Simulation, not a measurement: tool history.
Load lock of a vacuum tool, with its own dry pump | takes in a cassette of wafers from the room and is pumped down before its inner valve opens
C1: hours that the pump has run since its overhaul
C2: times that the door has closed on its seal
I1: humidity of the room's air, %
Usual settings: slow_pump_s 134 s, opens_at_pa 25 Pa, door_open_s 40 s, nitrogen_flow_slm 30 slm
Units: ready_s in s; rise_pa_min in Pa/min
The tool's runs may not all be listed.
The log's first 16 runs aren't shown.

{"run": 17, "hour": 3716.3, "slow_pump_s": 134, "opens_at_pa": 25, "door_open_s": 95, "nitrogen_flow_slm": 30, "C1": 11935, "C2": 24792, "I1": 47, "ready_s": 179.7, "rise_pa_min": 0.131}
{"run": 18, "hour": 3978.4, "slow_pump_s": 134, "opens_at_pa": 25, "door_open_s": 40, "nitrogen_flow_slm": 30, "C1": 12197, "C2": 25378, "I1": 44.4, "ready_s": 179.9, "rise_pa_min": 0.127}
{"run": 19, "hour": 4274.6, "slow_pump_s": 134, "opens_at_pa": 25, "door_open_s": 40, "nitrogen_flow_slm": 21, "C1": 12493, "C2": 26039, "I1": 43.9, "ready_s": 179.4, "rise_pa_min": 0.135}
{"run": 20, "hour": 4415.7, "slow_pump_s": 226, "opens_at_pa": 33, "door_open_s": 190, "nitrogen_flow_slm": 8, "C1": 12634, "C2": 26354, "I1": 41.5, "ready_s": 259.8, "rise_pa_min": 0.161}
{"run": 21, "hour": 4596.3, "slow_pump_s": 134, "opens_at_pa": 25, "door_open_s": 29, "nitrogen_flow_slm": 30, "C1": 12815, "C2": 26758, "I1": 48.9, "ready_s": 179.7, "rise_pa_min": 0.133}
{"run": 22, "hour": 4914.0, "slow_pump_s": 134, "opens_at_pa": 25, "door_open_s": 29, "nitrogen_flow_slm": 30, "C1": 13132, "C2": 27467, "I1": 46.9, "ready_s": 181, "rise_pa_min": 0.144}
{"run": 23, "hour": 5053.6, "slow_pump_s": 134, "opens_at_pa": 25, "door_open_s": 29, "nitrogen_flow_slm": 30, "C1": 13272, "C2": 27779, "I1": 44.6, "ready_s": 180.7, "rise_pa_min": 0.14}
{"run": 24, "hour": 5340.8, "slow_pump_s": 134, "opens_at_pa": 25, "door_open_s": 29, "nitrogen_flow_slm": 30, "C1": 13559, "C2": 28420, "I1": 43.4, "ready_s": 180.7, "rise_pa_min": 0.15}
{"run": 25, "hour": 5514.2, "slow_pump_s": 68, "opens_at_pa": 21, "door_open_s": 40, "nitrogen_flow_slm": 5, "C1": 13733, "C2": 28808, "I1": 47.8, "ready_s": 122.2, "rise_pa_min": 0.171}
{"run": 26, "hour": 5708.5, "slow_pump_s": 116, "opens_at_pa": 25, "door_open_s": 236, "nitrogen_flow_slm": 44, "C1": 13927, "C2": 29241, "I1": 46.9, "ready_s": 164.3, "rise_pa_min": 0.164}
{"run": 27, "hour": 5958.3, "slow_pump_s": 134, "opens_at_pa": 19, "door_open_s": 40, "nitrogen_flow_slm": 30, "C1": 14177, "C2": 29799, "I1": 44.2, "ready_s": 182.2, "rise_pa_min": 0.16}
{"run": 28, "hour": 6242.0, "slow_pump_s": 103, "opens_at_pa": 19, "door_open_s": 61, "nitrogen_flow_slm": 30, "C1": 14460, "C2": 30433, "I1": 42.9, "ready_s": 154.9, "rise_pa_min": 0.159}
{"run": 29, "hour": 6497.0, "slow_pump_s": 134, "opens_at_pa": 27, "door_open_s": 40, "nitrogen_flow_slm": 5, "C1": 14715, "C2": 31002, "I1": 45.6, "ready_s": 179.7, "rise_pa_min": 0.184}
{"run": 30, "hour": 6644.5, "slow_pump_s": 134, "opens_at_pa": 27, "door_open_s": 40, "nitrogen_flow_slm": 5, "C1": 14863, "C2": 31332, "I1": 44.9, "ready_s": 181.2, "rise_pa_min": 0.188}
{"hour": 6798.4, "done": "dry pump taken out, an overhauled one fitted"}
{"run": 31, "hour": 6962.5, "slow_pump_s": 134, "opens_at_pa": 25, "door_open_s": 40, "nitrogen_flow_slm": 5, "C1": 164, "C2": 32029, "I1": 44, "ready_s": 175.9, "rise_pa_min": 0.185}
{"run": 32, "hour": 7168.5, "slow_pump_s": 134, "opens_at_pa": 27, "door_open_s": 30, "nitrogen_flow_slm": 8, "C1": 370, "C2": 32489, "I1": 46.6, "ready_s": 174.9, "rise_pa_min": 0.188}
{"run": 33, "hour": 7316.0, "slow_pump_s": 134, "opens_at_pa": 28, "door_open_s": 40, "nitrogen_flow_slm": 7, "C1": 518, "C2": 32818, "I1": 46.1, "ready_s": 174.7, "rise_pa_min": 0.192}
{"run": 34, "hour": 7610.9, "slow_pump_s": 134, "opens_at_pa": 28, "door_open_s": 155, "nitrogen_flow_slm": 7, "C1": 813, "C2": 33477, "I1": 43.7, "ready_s": 176.6, "rise_pa_min": 0.214}
{"run": 35, "hour": 7851.8, "slow_pump_s": 134, "opens_at_pa": 28, "door_open_s": 155, "nitrogen_flow_slm": 7, "C1": 1053, "C2": 34015, "I1": 45.7, "ready_s": 175.5, "rise_pa_min": 0.22}
{"run": 36, "hour": 8067.6, "slow_pump_s": 134, "opens_at_pa": 28, "door_open_s": 155, "nitrogen_flow_slm": 7, "C1": 1269, "C2": 34497, "I1": 44.7, "ready_s": 175.1, "rise_pa_min": 0.219}

5 ways to go on from here, each from the tool as it stands after run 36. What would each give?
{"run": "A", "hour": 8283.9, "slow_pump_s": 134, "opens_at_pa": 28, "door_open_s": 75, "nitrogen_flow_slm": 27, "C1": 1485, "C2": 34980, "I1": 46.7, "ready_s": "?", "rise_pa_min": "?"}
{"run": "B", "hour": 8283.9, "slow_pump_s": 134, "opens_at_pa": 23, "door_open_s": 105, "nitrogen_flow_slm": 12, "C1": 1485, "C2": 34980, "I1": 45.4, "ready_s": "?", "rise_pa_min": "?"}
{"run": "C", "hour": 8283.9, "slow_pump_s": 139, "opens_at_pa": 28, "door_open_s": 155, "nitrogen_flow_slm": 22, "C1": 1485, "C2": 34980, "I1": 47.6, "ready_s": "?", "rise_pa_min": "?"}
{"run": "D", "hour": 8283.9, "slow_pump_s": 71, "opens_at_pa": 25, "door_open_s": 40, "nitrogen_flow_slm": 7, "C1": 1485, "C2": 34980, "I1": 40.2, "ready_s": "?", "rise_pa_min": "?"}
{"run": "E", "hour": 8283.9, "slow_pump_s": 116, "opens_at_pa": 28, "door_open_s": 155, "nitrogen_flow_slm": 7, "C1": 1485, "C2": 34980, "I1": 42, "ready_s": "?", "rise_pa_min": "?"}

run=A ready_s=174.5 rise_pa_min=0.205
run=B ready_s=177.2 rise_pa_min=0.211
run=C ready_s=179.7 rise_pa_min=0.214
run=D ready_s=118.7 rise_pa_min=0.205
run=E ready_s=159.5 rise_pa_min=0.229
Without the tool's hidden state the same runs would have given:
run=A ready_s=174.8 rise_pa_min=0.01
run=B ready_s=177.5 rise_pa_min=0.016
run=C ready_s=180 rise_pa_min=0.018
run=D ready_s=119.1 rise_pa_min=0.014
run=E ready_s=159.8 rise_pa_min=0.031
